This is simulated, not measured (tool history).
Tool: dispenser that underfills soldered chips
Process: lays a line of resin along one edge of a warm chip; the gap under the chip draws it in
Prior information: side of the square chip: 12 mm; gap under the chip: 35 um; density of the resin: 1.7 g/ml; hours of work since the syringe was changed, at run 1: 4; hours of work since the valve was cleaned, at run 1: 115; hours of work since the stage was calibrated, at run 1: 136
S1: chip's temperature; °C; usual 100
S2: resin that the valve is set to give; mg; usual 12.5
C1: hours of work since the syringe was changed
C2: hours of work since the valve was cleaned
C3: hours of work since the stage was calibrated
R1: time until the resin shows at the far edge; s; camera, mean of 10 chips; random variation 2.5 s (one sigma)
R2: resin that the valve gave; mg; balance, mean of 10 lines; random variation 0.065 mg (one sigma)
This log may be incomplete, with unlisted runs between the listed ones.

| run | hour | S1 | S2 | C1 | C2 | C3 | R1 | R2 |
|---|---|---|---|---|---|---|---|---|
| 1 | 0 | 100 | 12.5 | 4 | 115 | 136 | 340 | 11.27 |
|  | 6.3 | dispensing valve cleaned and set on the balance |
| 2 | 10.4 | 100 | 12.5 | 10 | 3 | 142 | 499.1 | 12.3 |
|  | 12.5 | new syringe of resin |
| 3 | 17.1 | 100 | 12.5 | 3 | 6 | 146 | 304.1 | 12.46 |
| 4 | 26.9 | 110 | 12.5 | 9 | 13 | 152 | 347.9 | 12.33 |
|  | 30.5 | new syringe of resin |
| 5 | 33.9 | 87 | 12.5 | 2 | 17 | 156 | 454.3 | 12.25 |
| 6 | 41.5 | 88 | 12.5 | 7 | 21 | 160 | 629.9 | 12.37 |
| 7 | 47.8 | 100 | 12.5 | 11 | 25 | 164 | 547.7 | 12.2 |
|  | 49.1 | new syringe of resin |
| 8 | 57.2 | 100 | 12.5 | 5 | 31 | 170 | 359.4 | 12.1 |
| 9 | 65.6 | 105 | 12.5 | 10 | 36 | 175 | 443.2 | 12.17 |
|  | 67.3 | new syringe of resin |
| 10 | 77.4 | 105 | 12.5 | 6 | 43 | 182 | 343.9 | 12.01 |
|  | 85.8 | new syringe of resin |
| 11 | 87.2 | 93 | 12.5 | 1 | 49 | 188 | 335.1 | 12.08 |
| 12 | 94.1 | 93 | 12.5 | 5 | 53 | 192 | 454.4 | 11.96 |
| 13 | 103.3 | 110 | 12.5 | 11 | 59 | 198 | 397.4 | 11.92 |
|  | 104.4 | new syringe of resin |
| 14 | 115 | 110 | 12.5 | 6 | 66 | 205 | 291 | 11.85 |
|  | 122.4 | new syringe of resin |
| 15 | 123 | 110 | 12.5 | 0 | 71 | 210 | 186.5 | 11.7 |
| 16 | 133.3 | 110 | 12.5 | 7 | 77 | 216 | 298.2 | 11.62 |
| 17 | 139.2 | 110 | 12.5 | 10 | 81 | 220 | 383.7 | 11.49 |
|  | 140.2 | new syringe of resin |
| 18 | 145 | 110 | 12.5 | 3 | 84 | 223 | 230.8 | 11.66 |
| 19 | 154.1 | 110 | 12.5 | 9 | 90 | 229 | 339.9 | 11.6 |
|  | 158.4 | new syringe of resin |
| 20 | 163.7 | 101 | 16.1 | 3 | 96 | 235 | 301.3 | 14.69 |
| 21 | 173.6 | 85 | 11.6 | 9 | 102 | 241 | 857 | 10.61 |
|  | 176.5 | new syringe of resin |
| 22 | 185.4 | 101 | 12.5 | 5 | 109 | 248 | 371.9 | 11.35 |
|  | 195.1 | new syringe of resin |
| 23 | 197.1 | 100 | 14.5 | 1 | 116 | 255 | 272.2 | 13.22 |
|  | 202.7 | dispensing valve cleaned and set on the balance |
| 24 | 209.8 | 100 | 14.5 | 8 | 4 | 262 | 466.4 | 14.45 |
|  | 214 | new syringe of resin |
| 25 | 215 | 95 | 12.5 | 1 | 7 | 265 | 321.8 | 12.42 |
| 26 | 222.5 | 101 | 12.2 | 5 | 12 | 270 | 363.7 | 12.04 |
|  | 231.9 | new syringe of resin |
| 27 | 232.7 | 93 | 10.8 | 0 | 18 | 276 | 351.3 | 10.64 |
| 28 | 244.6 | 101 | 15.8 | 8 | 25 | 283 | 429.8 | 15.54 |
|  | 250.5 | new syringe of resin |
| 29 | 251.7 | 101 | 15.8 | 1 | 30 | 287 | 251.6 | 15.4 |
| 30 | 262.2 | 110 | 10.6 | 7 | 36 | 294 | 329.4 | 10.34 |
|  | 268.9 | new syringe of resin |
| 31 | 269.2 | 93 | 11.3 | 0 | 40 | 298 | 327 | 10.88 |
| 32 | 276.1 | 93 | 11.3 | 4 | 45 | 302 | 453.3 | 10.89 |
|  | 287 | new syringe of resin |
| 33 | 288.2 | 97 | 14.6 | 1 | 52 | 310 | 285.8 | 13.96 |
| 34 | 297.3 | 112 | 12.5 | 6 | 57 | 315 | 276.4 | 12.05 |
|  | 305 | new syringe of resin |
| 35 | 306.1 | 87 | 14 | 1 | 63 | 320 | 407.8 | 13.34 |

Results for each run, recomputed without the tool's hidden state and with each run's random variation untouched:
Hidden state present: resin's viscosity, % of fresh resin's; dose that the valve gives, % of what is set; true chip temperature over the reading, C; drift of the gauge itself on fill_s, %; drift of the gauge itself on given_mg, %.
| run | R1 | R2 |
|---|---|---|
| 1 | 244.9 | 12.43 |
| 2 | 242.5 | 12.33 |
| 3 | 244 | 12.52 |
| 4 | 180.2 | 12.46 |
| 5 | 376.8 | 12.42 |
| 6 | 372.2 | 12.6 |
| 7 | 244.7 | 12.47 |
| 8 | 243.9 | 12.42 |
| 9 | 206.3 | 12.54 |
| 10 | 214 | 12.47 |
| 11 | 308.7 | 12.6 |
| 12 | 307.6 | 12.53 |
| 13 | 178.2 | 12.54 |
| 14 | 182.4 | 12.56 |
| 15 | 176.6 | 12.45 |
| 16 | 178.5 | 12.43 |
| 17 | 176.2 | 12.34 |
| 18 | 182 | 12.55 |
| 19 | 178.6 | 12.54 |
| 20 | 233 | 15.97 |
| 21 | 415.1 | 11.6 |
| 22 | 237.6 | 12.48 |
| 23 | 238.9 | 14.63 |
| 24 | 246.5 | 14.5 |
| 25 | 298.5 | 12.5 |
| 26 | 241.5 | 12.16 |
| 27 | 324.6 | 10.8 |
| 28 | 235.4 | 15.86 |
| 29 | 231.8 | 15.78 |
| 30 | 188.6 | 10.65 |
| 31 | 314.6 | 11.25 |
| 32 | 320.9 | 11.3 |
| 33 | 265.4 | 14.57 |
| 34 | 170.7 | 12.63 |
| 35 | 375.5 | 14.06 |
